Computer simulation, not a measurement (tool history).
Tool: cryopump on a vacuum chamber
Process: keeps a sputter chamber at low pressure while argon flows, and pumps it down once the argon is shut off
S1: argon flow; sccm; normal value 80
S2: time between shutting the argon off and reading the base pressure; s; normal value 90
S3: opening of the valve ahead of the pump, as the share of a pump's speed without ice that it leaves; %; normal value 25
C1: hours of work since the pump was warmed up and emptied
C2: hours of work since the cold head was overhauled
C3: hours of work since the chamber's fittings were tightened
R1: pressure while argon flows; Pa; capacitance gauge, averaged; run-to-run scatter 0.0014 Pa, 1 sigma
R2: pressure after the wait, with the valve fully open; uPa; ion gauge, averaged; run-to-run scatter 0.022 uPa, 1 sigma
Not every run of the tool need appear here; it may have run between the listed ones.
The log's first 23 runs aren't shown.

| run | hour | S1 | S2 | S3 | C1 | C2 | C3 | R1 | R2 |
|---|---|---|---|---|---|---|---|---|---|
| 24 | 828.9 | 95 | 47 | 25 | 251 | 1624 | 2932 | 0.4838 | 3.33 |
| 25 | 876.5 | 95 | 32 | 48 | 280 | 1654 | 2961 | 0.2619 | 3.55 |
| 26 | 911.0 | 75 | 32 | 48 | 302 | 1675 | 2983 | 0.2057 | 3.63 |
|  | 950.6 | pump warmed up, emptied and cooled again |
| 27 | 964.0 | 123 | 102 | 52 | 8 | 1705 | 3012 | 0.2972 | 2.82 |
| 28 | 986.9 | 123 | 266 | 26 | 23 | 1719 | 3027 | 0.5865 | 2.57 |
| 29 | 1028.0 | 123 | 266 | 26 | 48 | 1745 | 3052 | 0.5884 | 2.64 |
| 30 | 1057.1 | 113 | 156 | 25 | 66 | 1763 | 3070 | 0.5644 | 2.81 |
| 31 | 1085.0 | 57 | 25 | 23 | 83 | 1780 | 3088 | 0.3093 | 3.80 |
| 32 | 1107.7 | 127 | 90 | 34 | 98 | 1794 | 3102 | 0.4734 | 3.00 |
| 33 | 1151.6 | 74 | 36 | 19 | 125 | 1822 | 3129 | 0.4888 | 3.38 |
| 34 | 1192.5 | 74 | 36 | 19 | 150 | 1847 | 3154 | 0.4853 | 3.62 |

4 ways to go on from here, each from the tool as it stands after run 34. What would each give?
| A | 1234.4 | 43 | 36 | 19 | 176 | 1873 | 3180 | ? | ? |
| B | 1234.4 | 80 | 25 | 25 | 176 | 1873 | 3180 | ? | ? |
| C | 1234.4 | 51 | 90 | 25 | 176 | 1873 | 3180 | ? | ? |
| D | 1234.4 | 64 | 90 | 60 | 176 | 1873 | 3180 | ? | ? |

| run | R1 | R2 |
|---|---|---|
| A | 0.2836 | 3.70 |
| B | 0.4067 | 3.99 |
| C | 0.2571 | 3.06 |
| D | 0.1411 | 3.12 |
With no hidden state in the tool, these same runs would have given:
| run | R1 | R2 |
|---|---|---|
| A | 0.2778 | 1.03 |
| B | 0.3957 | 1.39 |
| C | 0.2501 | 0.52 |
| D | 0.1322 | 0.53 |

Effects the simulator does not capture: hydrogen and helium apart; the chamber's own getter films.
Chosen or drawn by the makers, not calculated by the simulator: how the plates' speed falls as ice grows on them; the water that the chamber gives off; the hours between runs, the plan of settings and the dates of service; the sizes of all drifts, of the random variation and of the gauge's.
